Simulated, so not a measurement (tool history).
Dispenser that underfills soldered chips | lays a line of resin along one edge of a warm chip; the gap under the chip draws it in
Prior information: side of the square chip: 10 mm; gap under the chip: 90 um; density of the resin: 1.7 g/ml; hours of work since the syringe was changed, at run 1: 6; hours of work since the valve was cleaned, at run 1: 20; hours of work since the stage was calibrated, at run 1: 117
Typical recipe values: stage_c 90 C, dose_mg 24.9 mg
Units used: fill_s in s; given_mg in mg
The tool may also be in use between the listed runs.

run,hour,stage_c,dose_mg,hours of work since the syringe was changed,hours of work since the valve was cleaned,hours of work since the stage was calibrated,fill_s,given_mg
1,0.0,90,24.9,6,20,117,34.0,24.59
# hour 1.1: new syringe of resin
2,4.7,90,24.9,3,23,121,25.2,24.47
# hour 9.9: new syringe of resin
3,10.7,90,24.9,1,27,125,20.6,24.29
4,17.0,90,27.8,5,32,129,31.7,27.01
# hour 18.6: new syringe of resin
5,20.7,90,27.8,2,34,132,22.8,27.18
6,23.7,90,27.8,4,37,134,28.4,26.95
# hour 27.4: new syringe of resin
7,28.9,90,27.8,1,40,138,22.1,27.10
8,35.0,90,27.8,6,45,142,33.0,26.98
# hour 36.5: new syringe of resin
9,41.3,90,27.8,4,49,147,27.8,26.69
# hour 45.3: new syringe of resin
10,47.5,79,24.9,2,54,151,34.0,24.01
11,50.4,79,24.9,4,56,153,41.1,23.82
# hour 54.1: new syringe of resin
12,55.4,79,24.9,1,59,157,31.8,23.90
13,59.0,79,24.9,4,62,160,40.1,23.73
# hour 62.8: new syringe of resin
14,63.2,86,30.4,0,65,163,23.0,29.00
# hour 67.5: dispensing valve cleaned and set on the balance
15,68.4,86,30.4,3,1,166,30.7,30.44
# hour 72.6: new syringe of resin
16,74.8,97,28.4,2,5,170,17.8,28.37
17,79.5,97,28.4,5,9,174,23.5,28.12
# hour 81.4: new syringe of resin
18,84.5,105,24.0,2,12,177,13.9,23.70
19,87.9,105,24.0,5,15,180,17.5,23.85
# hour 90.2: new syringe of resin
20,91.2,77,27.0,1,17,182,34.1,26.63
21,95.6,77,31.1,4,20,185,44.6,30.90
# hour 99.0: new syringe of resin
22,101.7,101,27.1,2,25,190,15.5,26.79
23,106.3,101,27.1,5,28,193,20.9,26.66
# hour 107.9: new syringe of resin
24,110.8,89,27.6,2,31,196,23.8,26.89
25,114.1,89,21.7,5,34,199,30.5,21.12

5 ways to go on from here, each from the tool as it stands after run 25. What would each give?
# hour 116.7: new syringe of resin
A,119.2,75,21.3,2,37,202,?,?
# hour 116.7: new syringe of resin
B,119.2,83,28.9,2,37,202,?,?
# hour 116.7: new syringe of resin
C,119.2,101,25.3,2,37,202,?,?
# hour 116.7: new syringe of resin
D,119.2,93,22.2,2,37,202,?,?
# hour 116.7: new syringe of resin
E,119.2,85,27.3,2,37,202,?,?

run,fill_s,given_mg
A,41.6,20.59
B,30.0,28.19
C,15.8,24.65
D,21.0,21.56
E,28.2,26.53
With no hidden state in the tool, these same runs would have given:
run,fill_s,given_mg
A,37.2,21.13
B,26.9,28.92
C,14.1,25.29
D,18.7,22.12
E,25.3,27.22
